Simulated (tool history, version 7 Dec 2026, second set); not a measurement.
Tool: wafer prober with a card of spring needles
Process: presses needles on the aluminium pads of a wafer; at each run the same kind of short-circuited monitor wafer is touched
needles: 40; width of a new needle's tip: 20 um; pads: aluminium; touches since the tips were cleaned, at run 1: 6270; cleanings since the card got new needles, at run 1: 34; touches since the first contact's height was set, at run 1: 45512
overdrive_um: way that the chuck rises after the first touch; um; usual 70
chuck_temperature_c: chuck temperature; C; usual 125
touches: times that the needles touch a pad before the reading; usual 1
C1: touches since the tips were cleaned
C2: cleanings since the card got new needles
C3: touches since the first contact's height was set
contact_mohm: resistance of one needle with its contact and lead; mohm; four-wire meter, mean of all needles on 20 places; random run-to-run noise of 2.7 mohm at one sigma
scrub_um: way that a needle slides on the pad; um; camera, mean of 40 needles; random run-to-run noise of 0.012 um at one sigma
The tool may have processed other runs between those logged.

run 1 day=0 | overdrive_um=70 chuck_temperature_c=125 touches=1 | C1=6270 C2=34 C3=45512 | contact_mohm=369 scrub_um=16.11
-- day=0.092 tips cleaned on abrasive film
-- day=0.638 tips cleaned on abrasive film
run 2 day=0.988 | overdrive_um=70 chuck_temperature_c=125 touches=1 | C1=4784 C2=36 C3=58855 | contact_mohm=375 scrub_um=16.06
-- day=1.162 tips cleaned on abrasive film
-- day=1.675 tips cleaned on abrasive film
run 3 day=1.675 | overdrive_um=70 chuck_temperature_c=125 touches=1 | C1=0 C2=38 C3=68079 | contact_mohm=315 scrub_um=15.99
-- day=2.079 height of the first contact set anew
-- day=2.254 tips cleaned on abrasive film
run 4 day=2.254 | overdrive_um=70 chuck_temperature_c=125 touches=1 | C1=0 C2=39 C3=2287 | contact_mohm=315 scrub_um=16.21
-- day=2.821 tips cleaned on abrasive film
run 5 day=2.9 | overdrive_um=70 chuck_temperature_c=125 touches=1 | C1=1118 C2=40 C3=11069 | contact_mohm=337 scrub_um=16.2
-- day=3.388 tips cleaned on abrasive film
run 6 day=3.617 | overdrive_um=70 chuck_temperature_c=125 touches=1 | C1=3150 C2=41 C3=20758 | contact_mohm=369 scrub_um=16.16
-- day=3.971 tips cleaned on abrasive film
run 7 day=4.408 | overdrive_um=70 chuck_temperature_c=54 touches=1 | C1=5950 C2=42 C3=31459 | contact_mohm=364 scrub_um=16.13
-- day=4.479 tips cleaned on abrasive film
run 8 day=4.85 | overdrive_um=70 chuck_temperature_c=54 touches=1 | C1=5029 C2=43 C3=37403 | contact_mohm=357 scrub_um=16.11
-- day=5.033 tips cleaned on abrasive film
-- day=5.562 tips cleaned on abrasive film
run 9 day=5.783 | overdrive_um=70 chuck_temperature_c=88 touches=1 | C1=3012 C2=45 C3=49980 | contact_mohm=359 scrub_um=16.07
-- day=6.083 tips cleaned on abrasive film
run 10 day=6.483 | overdrive_um=70 chuck_temperature_c=88 touches=1 | C1=5461 C2=46 C3=59451 | contact_mohm=369 scrub_um=16.03
-- day=6.638 tips cleaned on abrasive film
-- day=7.2 tips cleaned on abrasive film
run 11 day=7.25 | overdrive_um=70 chuck_temperature_c=125 touches=1 | C1=691 C2=48 C3=69799 | contact_mohm=337 scrub_um=15.97
-- day=7.533 height of the first contact set anew
-- day=7.796 tips cleaned on abrasive film
run 12 day=7.938 | overdrive_um=70 chuck_temperature_c=125 touches=1 | C1=1937 C2=49 C3=5439 | contact_mohm=351 scrub_um=16.22
-- day=8.362 tips cleaned on abrasive film
run 13 day=8.446 | overdrive_um=57 chuck_temperature_c=125 touches=1 | C1=1107 C2=50 C3=12288 | contact_mohm=366 scrub_um=13.19
-- day=8.875 tips cleaned on abrasive film
run 14 day=9.267 | overdrive_um=57 chuck_temperature_c=125 touches=1 | C1=5350 C2=51 C3=23423 | contact_mohm=415 scrub_um=13.15
-- day=9.392 tips cleaned on abrasive film
run 15 day=9.792 | overdrive_um=57 chuck_temperature_c=125 touches=1 | C1=5472 C2=52 C3=30522 | contact_mohm=412 scrub_um=13.1
-- day=9.921 tips cleaned on abrasive film
run 16 day=10.308 | overdrive_um=57 chuck_temperature_c=125 touches=1 | C1=5288 C2=53 C3=37481 | contact_mohm=413 scrub_um=13.11
-- day=10.467 tips cleaned on abrasive film
run 17 day=10.708 | overdrive_um=57 chuck_temperature_c=125 touches=1 | C1=3298 C2=54 C3=42868 | contact_mohm=401 scrub_um=13.07
-- day=11.004 tips cleaned on abrasive film
-- day=11.542 tips cleaned on abrasive film
run 18 day=11.621 | overdrive_um=57 chuck_temperature_c=125 touches=1 | C1=1057 C2=56 C3=55168 | contact_mohm=360 scrub_um=13.01
-- day=12.088 tips cleaned on abrasive film
-- day=12.596 tips cleaned on abrasive film
run 19 day=12.596 | overdrive_um=85 chuck_temperature_c=73 touches=2 | C1=0 C2=58 C3=68334 | contact_mohm=295 scrub_um=19.43
-- day=13 height of the first contact set anew
-- day=13.154 tips cleaned on abrasive film
run 20 day=13.158 | overdrive_um=85 chuck_temperature_c=73 touches=2 | C1=64 C2=59 C3=2118 | contact_mohm=292 scrub_um=19.69
-- day=13.696 tips cleaned on abrasive film
run 21 day=14.083 | overdrive_um=85 chuck_temperature_c=73 touches=2 | C1=5228 C2=60 C3=14614 | contact_mohm=318 scrub_um=19.65
-- day=14.212 tips cleaned on abrasive film
-- day=14.75 tips cleaned on abrasive film
run 22 day=14.979 | overdrive_um=85 chuck_temperature_c=73 touches=2 | C1=3082 C2=62 C3=26693 | contact_mohm=315 scrub_um=19.6
-- day=15.333 tips cleaned on abrasive film
run 23 day=15.388 | overdrive_um=53 chuck_temperature_c=73 touches=1 | C1=759 C2=63 C3=32229 | contact_mohm=363 scrub_um=12.17
-- day=15.871 tips cleaned on abrasive film
run 24 day=15.967 | overdrive_um=70 chuck_temperature_c=69 touches=1 | C1=1341 C2=64 C3=40058 | contact_mohm=333 scrub_um=16.1
-- day=16.417 tips cleaned on abrasive film
run 25 day=16.679 | overdrive_um=55 chuck_temperature_c=124 touches=1 | C1=3574 C2=65 C3=49668 | contact_mohm=416 scrub_um=12.59
-- day=16.942 tips cleaned on abrasive film
-- day=17.496 tips cleaned on abrasive film
run 26 day=17.508 | overdrive_um=70 chuck_temperature_c=29 touches=1 | C1=150 C2=67 C3=60830 | contact_mohm=289 scrub_um=16.02
-- day=18.042 tips cleaned on abrasive film
run 27 day=18.233 | overdrive_um=68 chuck_temperature_c=100 touches=2 | C1=2577 C2=68 C3=70634 | contact_mohm=336 scrub_um=15.53
-- day=18.492 height of the first contact set anew
-- day=18.642 tips cleaned on abrasive film
run 28 day=18.938 | overdrive_um=68 chuck_temperature_c=100 touches=2 | C1=4021 C2=69 C3=6011 | contact_mohm=346 scrub_um=15.75
-- day=19.158 tips cleaned on abrasive film
run 29 day=19.596 | overdrive_um=68 chuck_temperature_c=100 touches=2 | C1=5972 C2=70 C3=14927 | contact_mohm=347 scrub_um=15.71
-- day=19.679 tips cleaned on abrasive film
run 30 day=20.142 | overdrive_um=68 chuck_temperature_c=100 touches=2 | C1=6251 C2=71 C3=22246 | contact_mohm=346 scrub_um=15.68
-- day=20.208 tips cleaned on abrasive film
run 31 day=20.625 | overdrive_um=68 chuck_temperature_c=100 touches=2 | C1=5651 C2=72 C3=28785 | contact_mohm=348 scrub_um=15.67

Each row is a separate what-if for the run after 31, all from the same tool condition, not one after another. Results?
-- day=20.746 tips cleaned on abrasive film
run A day=21.167 | overdrive_um=54 chuck_temperature_c=38 touches=2 | C1=5768 C2=73 C3=36132 | contact_mohm=? scrub_um=?
-- day=20.746 tips cleaned on abrasive film
run B day=21.167 | overdrive_um=77 chuck_temperature_c=124 touches=1 | C1=5768 C2=73 C3=36132 | contact_mohm=? scrub_um=?
-- day=20.746 tips cleaned on abrasive film
run C day=21.167 | overdrive_um=70 chuck_temperature_c=90 touches=1 | C1=5768 C2=73 C3=36132 | contact_mohm=? scrub_um=?
-- day=20.746 tips cleaned on abrasive film
run D day=21.167 | overdrive_um=55 chuck_temperature_c=125 touches=1 | C1=5768 C2=73 C3=36132 | contact_mohm=? scrub_um=?
-- day=20.746 tips cleaned on abrasive film
run E day=21.167 | overdrive_um=60 chuck_temperature_c=100 touches=1 | C1=5768 C2=73 C3=36132 | contact_mohm=? scrub_um=?

run=A contact_mohm=370 scrub_um=12.38
run=B contact_mohm=365 scrub_um=17.72
run=C contact_mohm=370 scrub_um=16.07
run=D contact_mohm=425 scrub_um=12.64
run=E contact_mohm=403 scrub_um=13.78
Take away the tool's hidden state, keep each run's random variation, and the runs would have read:
run=A contact_mohm=287 scrub_um=12.52
run=B contact_mohm=304 scrub_um=17.85
run=C contact_mohm=293 scrub_um=16.2
run=D contact_mohm=311 scrub_um=12.77
run=E contact_mohm=303 scrub_um=13.92

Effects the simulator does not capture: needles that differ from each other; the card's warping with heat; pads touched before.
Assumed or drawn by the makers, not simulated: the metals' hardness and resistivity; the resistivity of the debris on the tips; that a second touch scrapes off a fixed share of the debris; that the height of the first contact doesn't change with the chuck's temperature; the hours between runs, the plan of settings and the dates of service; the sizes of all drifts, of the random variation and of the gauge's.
